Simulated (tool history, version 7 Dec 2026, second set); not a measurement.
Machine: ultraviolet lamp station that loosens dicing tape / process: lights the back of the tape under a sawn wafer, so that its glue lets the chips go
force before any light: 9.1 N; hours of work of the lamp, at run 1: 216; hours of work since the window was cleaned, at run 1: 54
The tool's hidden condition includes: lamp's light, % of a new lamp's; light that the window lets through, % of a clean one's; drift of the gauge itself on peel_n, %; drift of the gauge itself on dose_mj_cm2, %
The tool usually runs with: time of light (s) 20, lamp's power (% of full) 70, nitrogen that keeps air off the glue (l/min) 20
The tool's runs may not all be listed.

run	hour	time of light (s)	lamp's power (% of full)	nitrogen that keeps air off the glue (l/min)	hours of work of the lamp	hours of work since the window was cleaned	force that peels the tape off (N)	light that reached the tape (mJ/cm²)
1	0.0	20	70	20	216	54	0.941	373
2	8.3	20	70	20	222	59	0.931	371
3	21.0	20	70	20	230	68	0.957	361
4	33.5	20	79	20	239	76	0.753	407
5	40.2	20	79	20	244	81	0.765	406
6	54.1	20	79	20	253	90	0.756	410
7	68.3	20	79	20	263	100	0.805	401
8	76.7	20	64	20	268	106	1.231	322
9	85.1	20	64	20	274	111	1.287	321
10	96.1	20	64	20	282	119	1.301	317
11	105.0	31	64	20	288	125	0.522	485
12	114.8	31	60	20	294	132	0.596	460

Forecast run 13:
13	122.9	19	60	9	300	137	?	?

Logged for run 13: force that peels the tape off (N) 2.332, light that reached the tape (mJ/cm²) 276.
Had the tool carried no hidden state, the very same run would have given force that peels the tape off (N) 1.721, light that reached the tape (mJ/cm²) 341.

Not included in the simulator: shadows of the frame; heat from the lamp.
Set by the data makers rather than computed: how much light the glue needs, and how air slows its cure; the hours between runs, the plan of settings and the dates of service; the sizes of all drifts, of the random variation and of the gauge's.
